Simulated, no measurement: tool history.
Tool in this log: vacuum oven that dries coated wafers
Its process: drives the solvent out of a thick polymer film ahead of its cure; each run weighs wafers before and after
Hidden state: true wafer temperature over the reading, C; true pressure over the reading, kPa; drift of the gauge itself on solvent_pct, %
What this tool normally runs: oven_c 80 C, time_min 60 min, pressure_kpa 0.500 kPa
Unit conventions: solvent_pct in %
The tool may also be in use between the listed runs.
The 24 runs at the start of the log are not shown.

run    hour  oven_c  time_min  pressure_kpa  hours of work since the thermocouples were calibrated  hours of work since the vacuum gauge was cleaned of residue  solvent_pct
     1864.8  -- vacuum gauge cleaned of residue and calibrated
 25  1888.2      85        98         0.500                                                    517                                                           14         0.11
 26  1988.5      87        59         1.981                                                    576                                                           73         0.44
 27  2074.2      87        59         1.981                                                    627                                                          124         0.41
 28  2191.8      67        48         1.045                                                    697                                                          194         5.75
 29  2242.9      80        44         0.350                                                    727                                                          224         1.66
 30  2291.5      88        60         0.948                                                    756                                                          253         0.31
 31  2381.6      88        60         1.076                                                    809                                                          306         0.17
 32  2492.0      67        39         0.500                                                    874                                                          372         6.53

3 options for the next run, each taken on its own from the tool as it stands now. Forecast them:
  A  2581.8      81        43         0.841                                                    928                                                          425            ?
  B  2581.8      75        63         0.711                                                    928                                                          425            ?
  C  2581.8      67        79         0.662                                                    928                                                          425            ?

run  solvent_pct
  A         1.74
  B         2.04
  C         3.74
Had the tool no hidden state, the same runs would have come out as:
run  solvent_pct
  A         1.36
  B         1.61
  C         3.16

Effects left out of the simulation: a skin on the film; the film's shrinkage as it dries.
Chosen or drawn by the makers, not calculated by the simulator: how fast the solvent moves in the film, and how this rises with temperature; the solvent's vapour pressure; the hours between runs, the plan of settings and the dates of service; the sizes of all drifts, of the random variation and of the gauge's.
